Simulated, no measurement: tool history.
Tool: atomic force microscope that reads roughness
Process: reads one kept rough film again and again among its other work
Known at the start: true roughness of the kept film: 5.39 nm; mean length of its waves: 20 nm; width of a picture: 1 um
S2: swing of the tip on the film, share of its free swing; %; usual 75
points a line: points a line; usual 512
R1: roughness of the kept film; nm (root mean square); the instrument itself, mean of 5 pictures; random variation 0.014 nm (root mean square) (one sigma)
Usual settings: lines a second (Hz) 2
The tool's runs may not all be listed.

Run 1, day 0: usual settings. Result: R1 2.982 nm (root mean square).
At day 3.283: new tip fitted.
Run 2, day 3.504: usual settings. Result: R1 3.244 nm (root mean square).
Run 3, day 6.408: usual settings. Result: R1 2.657 nm (root mean square).
At day 7.946: new tip fitted.
Run 4, day 8.842: usual settings. Result: R1 3.048 nm (root mean square).
Run 5, day 12.288: usual settings. Result: R1 2.417 nm (root mean square).
At day 12.717: new tip fitted.
Run 6, day 14.133: usual settings. Result: R1 2.936 nm (root mean square).
Run 7, day 16.154: usual settings but lines a second (Hz) 1.66. Result: R1 2.653 nm (root mean square).
At day 17.479: new tip fitted.
Run 8, day 19.683: usual settings but lines a second (Hz) 1.66, points a line 261. Result: R1 2.759 nm (root mean square).
Run 9, day 21.129: usual settings but S2 62 %. Result: R1 2.691 nm (root mean square).
At day 22.154: new tip fitted.
Run 10, day 22.646: usual settings. Result: R1 3.075 nm (root mean square).
Run 11, day 25.508: usual settings. Result: R1 2.58 nm (root mean square).
At day 26.921: new tip fitted.
Run 12, day 28.171: usual settings but S2 64 %. Result: R1 3.215 nm (root mean square).
Run 13, day 30.796: usual settings but S2 64 %. Result: R1 2.769 nm (root mean square).
At day 31.704: new tip fitted.
Run 14, day 33.667: usual settings but S2 64 %. Result: R1 3.067 nm (root mean square).
At day 36.517: new tip fitted.
Run 15, day 36.696: usual settings but S2 64 %. Result: R1 3.449 nm (root mean square).
At day 37.417: height scale calibrated on a step standard.
Run 16, day 39.096: usual settings but S2 64 %. Result: R1 3.023 nm (root mean square).
At day 41.258: new tip fitted.
Run 17, day 41.892: usual settings. Result: R1 3.131 nm (root mean square).
Run 18, day 44.588: usual settings. Result: R1 2.644 nm (root mean square).
At day 45.842: new tip fitted.
Run 19, day 47.512: usual settings. Result: R1 2.833 nm (root mean square).

Run 20 comes next. What will it give?
Run 20, day 50.067: usual settings. Result: R1 ?.

{"run 20": {"R1": 2.444}}
Without the tool's hidden state the same run would have given R1 3.319 nm (root mean square).
